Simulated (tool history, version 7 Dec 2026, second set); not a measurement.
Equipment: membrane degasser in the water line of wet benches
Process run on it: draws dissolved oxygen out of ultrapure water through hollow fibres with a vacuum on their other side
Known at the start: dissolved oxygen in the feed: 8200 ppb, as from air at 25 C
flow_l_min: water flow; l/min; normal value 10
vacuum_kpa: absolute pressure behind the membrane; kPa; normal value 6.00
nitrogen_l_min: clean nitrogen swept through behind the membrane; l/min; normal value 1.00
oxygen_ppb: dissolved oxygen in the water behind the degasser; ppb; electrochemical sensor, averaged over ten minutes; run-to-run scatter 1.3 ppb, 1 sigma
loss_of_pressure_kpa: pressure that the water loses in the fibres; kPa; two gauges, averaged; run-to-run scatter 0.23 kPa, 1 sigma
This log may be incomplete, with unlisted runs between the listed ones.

| run | day | flow_l_min | vacuum_kpa | nitrogen_l_min | oxygen_ppb | loss_of_pressure_kpa |
|---|---|---|---|---|---|---|
| 1 | 0.000 | 10 | 6.00 | 1.00 | 133.5 | 55.76 |
|  | 7.425 | seals of the vacuum lines changed |
| 2 | 9.162 | 10 | 9.45 | 1.00 | 209.5 | 55.74 |
| 3 | 14.808 | 10 | 9.45 | 1.00 | 207.4 | 56.29 |
| 4 | 20.650 | 10 | 9.45 | 1.00 | 210.6 | 55.75 |
| 5 | 28.862 | 10 | 9.45 | 1.00 | 209.6 | 55.76 |
| 6 | 38.125 | 10 | 6.00 | 1.00 | 130.2 | 55.80 |
| 7 | 42.325 | 15 | 6.00 | 1.00 | 327.5 | 84.51 |
| 8 | 47.271 | 15 | 6.00 | 1.00 | 332.1 | 84.55 |
| 9 | 53.817 | 10 | 6.00 | 1.00 | 132.0 | 55.68 |
| 10 | 60.362 | 10 | 6.00 | 1.00 | 130.6 | 55.80 |
| 11 | 66.708 | 8 | 4.24 | 1.00 | 46.8 | 45.21 |
|  | 71.121 | membrane cartridge changed |
| 12 | 71.121 | 9 | 10.26 | 0.77 | 230.5 | 50.10 |
| 13 | 75.383 | 9 | 10.26 | 0.77 | 234.2 | 49.99 |

What if the next run were any one of these 5? Each begins from the tool's condition after run 13:
| A | 79.779 | 15 | 10.29 | 2.08 | ? | ? |
| B | 79.779 | 7 | 7.65 | 2.32 | ? | ? |
| C | 79.779 | 10 | 6.61 | 1.00 | ? | ? |
| D | 79.779 | 8 | 9.71 | 0.77 | ? | ? |
| E | 79.779 | 9 | 10.26 | 1.06 | ? | ? |

| run | oxygen_ppb | loss_of_pressure_kpa |
|---|---|---|
| A | 359.8 | 83.89 |
| B | 47.5 | 39.18 |
| C | 145.6 | 56.26 |
| D | 177.9 | 44.65 |
| E | 185.7 | 50.64 |
What these runs would have given with no unlogged condition in the tool:
| run | oxygen_ppb | loss_of_pressure_kpa |
|---|---|---|
| A | 359.6 | 83.89 |
| B | 47.4 | 39.18 |
| C | 145.4 | 56.26 |
| D | 177.7 | 44.65 |
| E | 185.5 | 50.64 |

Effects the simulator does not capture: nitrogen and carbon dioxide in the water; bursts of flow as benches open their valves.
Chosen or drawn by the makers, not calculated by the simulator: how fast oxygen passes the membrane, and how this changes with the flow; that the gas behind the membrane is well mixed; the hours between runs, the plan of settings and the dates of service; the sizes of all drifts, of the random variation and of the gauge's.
